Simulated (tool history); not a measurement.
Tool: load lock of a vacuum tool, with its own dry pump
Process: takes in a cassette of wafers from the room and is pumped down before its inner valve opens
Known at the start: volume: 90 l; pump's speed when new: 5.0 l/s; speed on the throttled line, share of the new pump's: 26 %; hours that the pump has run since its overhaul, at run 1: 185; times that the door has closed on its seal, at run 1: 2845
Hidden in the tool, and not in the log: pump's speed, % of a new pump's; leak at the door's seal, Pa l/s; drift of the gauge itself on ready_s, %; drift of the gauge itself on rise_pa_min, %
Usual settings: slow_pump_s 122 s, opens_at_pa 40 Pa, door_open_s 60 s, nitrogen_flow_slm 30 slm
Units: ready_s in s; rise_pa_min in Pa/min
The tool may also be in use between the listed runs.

| run | hour | slow_pump_s | opens_at_pa | door_open_s | nitrogen_flow_slm | hours that the pump has run since its overhaul | times that the door has closed on its seal | incoming humidity of the room's air, % | ready_s | rise_pa_min |
|---|---|---|---|---|---|---|---|---|---|---|
| 1 | 0.0 | 122 | 40 | 60 | 30 | 185 | 2845 | 44.5 | 237.6 | 0.010 |
| 2 | 105.9 | 122 | 40 | 60 | 30 | 291 | 2963 | 44.5 | 229.3 | 0.021 |
| 3 | 193.1 | 122 | 55 | 60 | 30 | 378 | 3059 | 45.2 | 226.3 | 0.014 |
| 4 | 324.4 | 122 | 40 | 60 | 30 | 509 | 3205 | 42.8 | 233.9 | 0.013 |
| 5 | 393.8 | 122 | 40 | 60 | 30 | 579 | 3281 | 44.9 | 233.1 | 0.016 |
| 6 | 492.0 | 122 | 40 | 60 | 30 | 677 | 3390 | 41.0 | 234.4 | 0.019 |
| 7 | 574.7 | 122 | 40 | 60 | 30 | 760 | 3482 | 46.2 | 235.5 | 0.018 |
| 8 | 685.3 | 122 | 40 | 60 | 30 | 870 | 3604 | 46.4 | 232.6 | 0.017 |
| 9 | 811.6 | 122 | 40 | 60 | 30 | 996 | 3744 | 45.6 | 236.6 | 0.018 |
| 10 | 874.5 | 122 | 40 | 170 | 30 | 1059 | 3813 | 46.6 | 236.3 | 0.024 |
| 11 | 966.5 | 122 | 40 | 170 | 30 | 1151 | 3915 | 43.7 | 235.7 | 0.031 |
| 12 | 1037.9 | 122 | 40 | 170 | 30 | 1223 | 3994 | 44.6 | 235.3 | 0.028 |
| 13 | 1106.5 | 122 | 40 | 60 | 30 | 1291 | 4070 | 46.2 | 237.2 | 0.019 |
| 14 | 1237.6 | 122 | 40 | 60 | 38 | 1422 | 4215 | 42.0 | 238.1 | 0.016 |
| 15 | 1346.0 | 122 | 40 | 60 | 38 | 1531 | 4335 | 45.0 | 235.5 | 0.015 |
| 16 | 1462.0 | 122 | 40 | 60 | 6 | 1647 | 4464 | 44.3 | 236.3 | 0.033 |
| 17 | 1540.1 | 122 | 40 | 60 | 30 | 1725 | 4550 | 44.3 | 236.3 | 0.014 |
| 18 | 1654.7 | 122 | 40 | 60 | 30 | 1840 | 4677 | 43.2 | 238.0 | 0.016 |
| 19 | 1804.0 | 122 | 40 | 60 | 30 | 1989 | 4842 | 45.5 | 236.6 | 0.015 |
| 20 | 1931.1 | 70 | 64 | 39 | 32 | 2116 | 4983 | 42.5 | 187.4 | 0.020 |
| 21 | 2007.8 | 70 | 64 | 39 | 32 | 2193 | 5068 | 46.0 | 192.2 | 0.024 |
| 22 | 2094.5 | 70 | 64 | 39 | 32 | 2279 | 5164 | 45.1 | 191.1 | 0.013 |
| 23 | 2239.2 | 122 | 47 | 39 | 30 | 2424 | 5324 | 40.4 | 234.5 | 0.022 |
| 24 | 2366.0 | 122 | 47 | 39 | 30 | 2551 | 5465 | 46.4 | 235.1 | 0.022 |
| 25 | 2464.8 | 122 | 47 | 39 | 30 | 2650 | 5574 | 45.8 | 236.7 | 0.020 |
| 26 | 2582.1 | 74 | 44 | 118 | 30 | 2767 | 5704 | 47.5 | 203.2 | 0.025 |
| 27 | 2711.5 | 74 | 44 | 42 | 30 | 2896 | 5847 | 45.0 | 204.1 | 0.019 |
| 28 | 2820.5 | 167 | 30 | 60 | 30 | 3005 | 5968 | 44.6 | 277.2 | 0.020 |
| 29 | 2899.5 | 167 | 30 | 60 | 30 | 3084 | 6055 | 45.3 | 276.0 | 0.026 |
| 30 | 2993.6 | 96 | 30 | 52 | 14 | 3178 | 6159 | 46.0 | 227.6 | 0.032 |
| 31 | 3092.2 | 122 | 35 | 60 | 30 | 3277 | 6268 | 46.2 | 241.2 | 0.021 |
| 32 | 3153.7 | 133 | 33 | 136 | 15 | 3338 | 6336 | 43.8 | 253.1 | 0.041 |
| 33 | 3282.3 | 110 | 30 | 60 | 30 | 3467 | 6479 | 44.6 | 238.9 | 0.020 |
| 34 | 3374.9 | 110 | 30 | 60 | 30 | 3560 | 6581 | 46.8 | 242.1 | 0.030 |
| 35 | 3445.9 | 122 | 56 | 60 | 13 | 3631 | 6660 | 41.4 | 235.4 | 0.031 |
| 36 | 3569.8 | 122 | 56 | 60 | 13 | 3755 | 6797 | 45.7 | 235.1 | 0.028 |
| 37 | 3672.0 | 182 | 40 | 60 | 21 | 3857 | 6910 | 45.2 | 283.9 | 0.020 |

Forecast each of these 3 alternatives for the next run:
| A | 3791.6 | 182 | 41 | 99 | 21 | 3976 | 7043 | 46.5 | ? | ? |
| B | 3791.6 | 95 | 45 | 60 | 30 | 3976 | 7043 | 43.5 | ? | ? |
| C | 3791.6 | 135 | 72 | 60 | 24 | 3976 | 7043 | 44.6 | ? | ? |

| run | ready_s | rise_pa_min |
|---|---|---|
| A | 285.7 | 0.035 |
| B | 222.8 | 0.018 |
| C | 241.4 | 0.027 |
Without the tool's hidden state the same runs would have given:
| run | ready_s | rise_pa_min |
|---|---|---|
| A | 277.1 | 0.020 |
| B | 212.1 | 0.003 |
| C | 232.4 | 0.012 |

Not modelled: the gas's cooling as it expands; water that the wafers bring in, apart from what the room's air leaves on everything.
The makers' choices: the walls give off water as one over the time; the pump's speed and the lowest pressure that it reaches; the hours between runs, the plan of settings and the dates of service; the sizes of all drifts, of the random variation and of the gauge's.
